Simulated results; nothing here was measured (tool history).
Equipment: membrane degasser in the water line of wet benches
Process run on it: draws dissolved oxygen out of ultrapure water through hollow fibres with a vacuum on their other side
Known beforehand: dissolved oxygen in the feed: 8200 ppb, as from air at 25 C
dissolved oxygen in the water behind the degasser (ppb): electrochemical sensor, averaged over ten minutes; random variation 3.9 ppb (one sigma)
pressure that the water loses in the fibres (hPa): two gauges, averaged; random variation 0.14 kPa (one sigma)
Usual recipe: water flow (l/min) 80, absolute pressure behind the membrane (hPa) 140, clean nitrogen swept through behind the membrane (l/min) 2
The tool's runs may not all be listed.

run    hour  water flow (l/min)  absolute pressure behind the membrane (hPa)  clean nitrogen swept through behind the membrane (l/min)  dissolved oxygen in the water behind the degasser (ppb)  pressure that the water loses in the fibres (hPa)
  1       0                  80                                          140                                                         2                                                   1046.6                                              346.7
  2    97.7                  80                                          190                                                         2                                                   1341.5                                              348.6
  3   233.6                  80                                          190                                                         2                                                   1352.4                                              349.6
  4   382.4                  80                                          190                                                         2                                                   1359.8                                              351.2
  5   454.8                 123                                          140                                                         2                                                   1572.4                                              537.3
  6   594.6                 123                                          140                                                         2                                                   1573.4                                              542.2
  7   730.3                  80                                          140                                                         2                                                   1049.1                                              354.7
  8   849.6                  80                                          140                                                         2                                                   1051.3                                              350.9
  9   954.9                  71                                          140                                                         2                                                      937                                              309.7
 10  1067.2                  71                                          140                                                         2                                                    938.6                                              311.4
 11    1147                  80                                          140                                                         2                                                   1058.3                                                348
 12  1215.1                  80                                          140                                                      3.14                                                    829.2                                              353.1
 13  1338.3                  80                                          225                                                         2                                                   1555.4                                              351.1
 14  1453.1                  80                                          140                                                         2                                                   1052.5                                              352.7
 15  1535.6                  80                                          140                                                         2                                                   1055.2                                              353.7
 16  1670.6                  80                                          117                                                         2                                                    903.8                                              354.1
 17  1804.2                  66                                           87                                                         2                                                    559.3                                                291
 18  1959.5                  66                                           87                                                         2                                                      561                                              293.3
       2028  -- seals of the vacuum lines changed
 19  2042.5                  50                                          236                                                      0.95                                                     1762                                              219.4
 20    2111                  56                                          140                                                         2                                                    736.9                                              247.5
 21  2228.5                 116                                          256                                                      4.45                                                   1552.9                                                515
 22  2386.3                  81                                          105                                                      4.45                                                      589                                              361.6
 23  2514.6                  81                                          175                                                         1                                                   1874.5                                              360.5
 24  2655.8                  50                                          249                                                      0.93                                                     1882                                              224.4
 25  2758.5                  80                                          266                                                         2                                                   1795.9                                              353.7
 26    2924                  65                                          187                                                         2                                                   1117.4                                              287.2
 27  3008.2                  52                                          137                                                       2.9                                                    522.9                                              230.2
 28  3088.1                  80                                          234                                                      0.88                                                   2537.5                                              359.6
 29  3213.1                  80                                          151                                                       0.9                                                   1716.8                                              356.3

Branching from run 29: 5 alternative next runs. What would each branch give?
  A  3311.9                  84                                          237                                                      2.07                                                        ?                                                  ?
  B  3311.9                  80                                          151                                                      3.66                                                        ?                                                  ?
  C  3311.9                  80                                          218                                                      5.21                                                        ?                                                  ?
  D  3311.9                  79                                          151                                                       0.9                                                        ?                                                  ?
  E  3311.9                  64                                           90                                                      1.92                                                        ?                                                  ?

run  dissolved oxygen in the water behind the degasser (ppb)  pressure that the water loses in the fibres (hPa)
  A                                                   1681.8                                              371.8
  B                                                    820.4                                              356.8
  C                                                    879.1                                              354.5
  D                                                   1713.6                                              349.7
  E                                                    580.3                                              283.2
What these runs would have given with no unlogged condition in the tool:
run  dissolved oxygen in the water behind the degasser (ppb)  pressure that the water loses in the fibres (hPa)
  A                                                   1645.9                                              359.3
  B                                                    783.5                                              344.9
  C                                                    844.8                                              342.6
  D                                                   1672.2                                                338
  E                                                    546.8                                              273.7

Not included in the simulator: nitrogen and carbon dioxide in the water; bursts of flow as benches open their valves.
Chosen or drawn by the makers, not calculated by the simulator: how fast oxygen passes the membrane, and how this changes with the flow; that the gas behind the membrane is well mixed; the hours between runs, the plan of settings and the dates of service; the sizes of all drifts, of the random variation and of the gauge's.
